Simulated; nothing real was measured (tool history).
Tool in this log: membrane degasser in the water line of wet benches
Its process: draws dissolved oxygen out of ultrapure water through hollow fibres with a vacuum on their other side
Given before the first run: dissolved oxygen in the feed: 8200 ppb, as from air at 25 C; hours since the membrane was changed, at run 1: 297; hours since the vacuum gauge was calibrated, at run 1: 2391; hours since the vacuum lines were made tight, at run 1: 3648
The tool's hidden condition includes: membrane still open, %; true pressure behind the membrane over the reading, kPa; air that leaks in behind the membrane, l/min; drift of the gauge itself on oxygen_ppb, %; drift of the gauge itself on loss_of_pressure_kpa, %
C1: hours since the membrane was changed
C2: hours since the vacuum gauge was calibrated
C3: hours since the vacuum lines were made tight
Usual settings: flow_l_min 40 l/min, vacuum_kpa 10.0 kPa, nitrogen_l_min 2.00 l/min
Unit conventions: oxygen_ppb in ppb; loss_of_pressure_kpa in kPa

{"run": 1, "hour": 0.0, "flow_l_min": 40, "vacuum_kpa": 10.0, "nitrogen_l_min": 2.0, "C1": 297, "C2": 2391, "C3": 3648, "oxygen_ppb": 562.9, "loss_of_pressure_kpa": 39.58}
{"run": 2, "hour": 97.7, "flow_l_min": 40, "vacuum_kpa": 10.0, "nitrogen_l_min": 1.58, "C1": 395, "C2": 2489, "C3": 3746, "oxygen_ppb": 619.0, "loss_of_pressure_kpa": 40.17}
{"run": 3, "hour": 227.2, "flow_l_min": 40, "vacuum_kpa": 10.0, "nitrogen_l_min": 1.58, "C1": 524, "C2": 2619, "C3": 3875, "oxygen_ppb": 619.3, "loss_of_pressure_kpa": 40.19}
{"run": 4, "hour": 319.2, "flow_l_min": 40, "vacuum_kpa": 10.0, "nitrogen_l_min": 2.0, "C1": 616, "C2": 2711, "C3": 3967, "oxygen_ppb": 555.7, "loss_of_pressure_kpa": 39.9}
{"run": 5, "hour": 396.6, "flow_l_min": 40, "vacuum_kpa": 10.0, "nitrogen_l_min": 2.0, "C1": 694, "C2": 2788, "C3": 4045, "oxygen_ppb": 559.3, "loss_of_pressure_kpa": 39.73}
{"run": 6, "hour": 510.3, "flow_l_min": 40, "vacuum_kpa": 10.0, "nitrogen_l_min": 2.0, "C1": 807, "C2": 2902, "C3": 4158, "oxygen_ppb": 558.4, "loss_of_pressure_kpa": 40.14}
{"run": 7, "hour": 595.0, "flow_l_min": 40, "vacuum_kpa": 10.0, "nitrogen_l_min": 0.97, "C1": 892, "C2": 2986, "C3": 4243, "oxygen_ppb": 778.4, "loss_of_pressure_kpa": 40.19}
{"run": 8, "hour": 733.8, "flow_l_min": 40, "vacuum_kpa": 10.0, "nitrogen_l_min": 0.97, "C1": 1031, "C2": 3125, "C3": 4382, "oxygen_ppb": 774.0, "loss_of_pressure_kpa": 39.89}
{"run": 9, "hour": 810.0, "flow_l_min": 45, "vacuum_kpa": 10.0, "nitrogen_l_min": 0.97, "C1": 1107, "C2": 3201, "C3": 4458, "oxygen_ppb": 915.4, "loss_of_pressure_kpa": 45.35}
{"run": 10, "hour": 875.3, "flow_l_min": 45, "vacuum_kpa": 10.0, "nitrogen_l_min": 0.97, "C1": 1172, "C2": 3267, "C3": 4523, "oxygen_ppb": 922.0, "loss_of_pressure_kpa": 44.96}
{"run": 11, "hour": 958.4, "flow_l_min": 40, "vacuum_kpa": 10.0, "nitrogen_l_min": 2.0, "C1": 1256, "C2": 3350, "C3": 4606, "oxygen_ppb": 561.2, "loss_of_pressure_kpa": 40.09}
{"hour": 971.2, "done": "vacuum gauge calibrated"}
{"run": 12, "hour": 1062.7, "flow_l_min": 40, "vacuum_kpa": 10.0, "nitrogen_l_min": 2.0, "C1": 1359, "C2": 92, "C3": 4710, "oxygen_ppb": 557.4, "loss_of_pressure_kpa": 40.41}
{"run": 13, "hour": 1142.8, "flow_l_min": 40, "vacuum_kpa": 10.0, "nitrogen_l_min": 2.0, "C1": 1439, "C2": 172, "C3": 4790, "oxygen_ppb": 551.4, "loss_of_pressure_kpa": 39.81}
{"run": 14, "hour": 1240.5, "flow_l_min": 40, "vacuum_kpa": 10.0, "nitrogen_l_min": 2.0, "C1": 1537, "C2": 269, "C3": 4888, "oxygen_ppb": 563.0, "loss_of_pressure_kpa": 40.09}
{"run": 15, "hour": 1320.8, "flow_l_min": 43, "vacuum_kpa": 12.4, "nitrogen_l_min": 2.02, "C1": 1617, "C2": 350, "C3": 4968, "oxygen_ppb": 730.3, "loss_of_pressure_kpa": 43.2}
{"run": 16, "hour": 1413.5, "flow_l_min": 38, "vacuum_kpa": 12.0, "nitrogen_l_min": 2.35, "C1": 1710, "C2": 442, "C3": 5061, "oxygen_ppb": 539.9, "loss_of_pressure_kpa": 38.35}
{"run": 17, "hour": 1507.5, "flow_l_min": 30, "vacuum_kpa": 12.3, "nitrogen_l_min": 1.95, "C1": 1804, "C2": 536, "C3": 5155, "oxygen_ppb": 418.9, "loss_of_pressure_kpa": 30.38}
{"run": 18, "hour": 1624.8, "flow_l_min": 30, "vacuum_kpa": 21.6, "nitrogen_l_min": 2.0, "C1": 1921, "C2": 654, "C3": 5272, "oxygen_ppb": 697.8, "loss_of_pressure_kpa": 30.2}
{"run": 19, "hour": 1761.1, "flow_l_min": 39, "vacuum_kpa": 6.4, "nitrogen_l_min": 1.09, "C1": 2058, "C2": 790, "C3": 5409, "oxygen_ppb": 483.0, "loss_of_pressure_kpa": 39.08}
{"hour": 1862.4, "done": "vacuum gauge calibrated, once more"}
{"run": 20, "hour": 1878.6, "flow_l_min": 34, "vacuum_kpa": 6.4, "nitrogen_l_min": 4.08, "C1": 2175, "C2": 16, "C3": 5526, "oxygen_ppb": 234.5, "loss_of_pressure_kpa": 34.39}
{"run": 21, "hour": 1981.5, "flow_l_min": 34, "vacuum_kpa": 6.4, "nitrogen_l_min": 4.08, "C1": 2278, "C2": 119, "C3": 5629, "oxygen_ppb": 237.6, "loss_of_pressure_kpa": 34.11}
{"run": 22, "hour": 2064.3, "flow_l_min": 33, "vacuum_kpa": 10.0, "nitrogen_l_min": 2.0, "C1": 2360, "C2": 202, "C3": 5711, "oxygen_ppb": 390.6, "loss_of_pressure_kpa": 33.38}
{"run": 23, "hour": 2140.1, "flow_l_min": 42, "vacuum_kpa": 14.7, "nitrogen_l_min": 2.59, "C1": 2436, "C2": 278, "C3": 5787, "oxygen_ppb": 708.0, "loss_of_pressure_kpa": 42.33}
{"run": 24, "hour": 2289.5, "flow_l_min": 29, "vacuum_kpa": 14.7, "nitrogen_l_min": 2.59, "C1": 2586, "C2": 427, "C3": 5937, "oxygen_ppb": 387.3, "loss_of_pressure_kpa": 29.42}
{"run": 25, "hour": 2377.8, "flow_l_min": 36, "vacuum_kpa": 21.7, "nitrogen_l_min": 2.59, "C1": 2674, "C2": 515, "C3": 6025, "oxygen_ppb": 742.9, "loss_of_pressure_kpa": 36.56}
{"run": 26, "hour": 2456.1, "flow_l_min": 52, "vacuum_kpa": 18.8, "nitrogen_l_min": 0.92, "C1": 2752, "C2": 594, "C3": 6103, "oxygen_ppb": 1804.5, "loss_of_pressure_kpa": 52.23}
{"run": 27, "hour": 2549.9, "flow_l_min": 52, "vacuum_kpa": 18.8, "nitrogen_l_min": 0.92, "C1": 2846, "C2": 688, "C3": 6197, "oxygen_ppb": 1836.4, "loss_of_pressure_kpa": 52.17}
{"run": 28, "hour": 2630.4, "flow_l_min": 52, "vacuum_kpa": 18.8, "nitrogen_l_min": 0.92, "C1": 2927, "C2": 768, "C3": 6277, "oxygen_ppb": 1786.8, "loss_of_pressure_kpa": 52.72}

Each row is a separate what-if for the run after 28, all from the same tool condition, not one after another. Results?
{"run": "A", "hour": 2693.6, "flow_l_min": 47, "vacuum_kpa": 7.3, "nitrogen_l_min": 0.91, "C1": 2990, "C2": 831, "C3": 6341, "oxygen_ppb": "?", "loss_of_pressure_kpa": "?"}
{"run": "B", "hour": 2693.6, "flow_l_min": 31, "vacuum_kpa": 18.8, "nitrogen_l_min": 0.92, "C1": 2990, "C2": 831, "C3": 6341, "oxygen_ppb": "?", "loss_of_pressure_kpa": "?"}
{"run": "C", "hour": 2693.6, "flow_l_min": 40, "vacuum_kpa": 7.3, "nitrogen_l_min": 2.0, "C1": 2990, "C2": 831, "C3": 6341, "oxygen_ppb": "?", "loss_of_pressure_kpa": "?"}
{"run": "D", "hour": 2693.6, "flow_l_min": 55, "vacuum_kpa": 10.0, "nitrogen_l_min": 2.0, "C1": 2990, "C2": 831, "C3": 6341, "oxygen_ppb": "?", "loss_of_pressure_kpa": "?"}

run=A oxygen_ppb=789.0 loss_of_pressure_kpa=47.72
run=B oxygen_ppb=1105.8 loss_of_pressure_kpa=31.12
run=C oxygen_ppb=459.8 loss_of_pressure_kpa=40.46
run=D oxygen_ppb=960.5 loss_of_pressure_kpa=55.53
Without the tool's unlogged condition, the same runs would have read:
run=A oxygen_ppb=771.8 loss_of_pressure_kpa=47.10
run=B oxygen_ppb=1096.0 loss_of_pressure_kpa=30.72
run=C oxygen_ppb=446.0 loss_of_pressure_kpa=39.94
run=D oxygen_ppb=939.4 loss_of_pressure_kpa=54.81

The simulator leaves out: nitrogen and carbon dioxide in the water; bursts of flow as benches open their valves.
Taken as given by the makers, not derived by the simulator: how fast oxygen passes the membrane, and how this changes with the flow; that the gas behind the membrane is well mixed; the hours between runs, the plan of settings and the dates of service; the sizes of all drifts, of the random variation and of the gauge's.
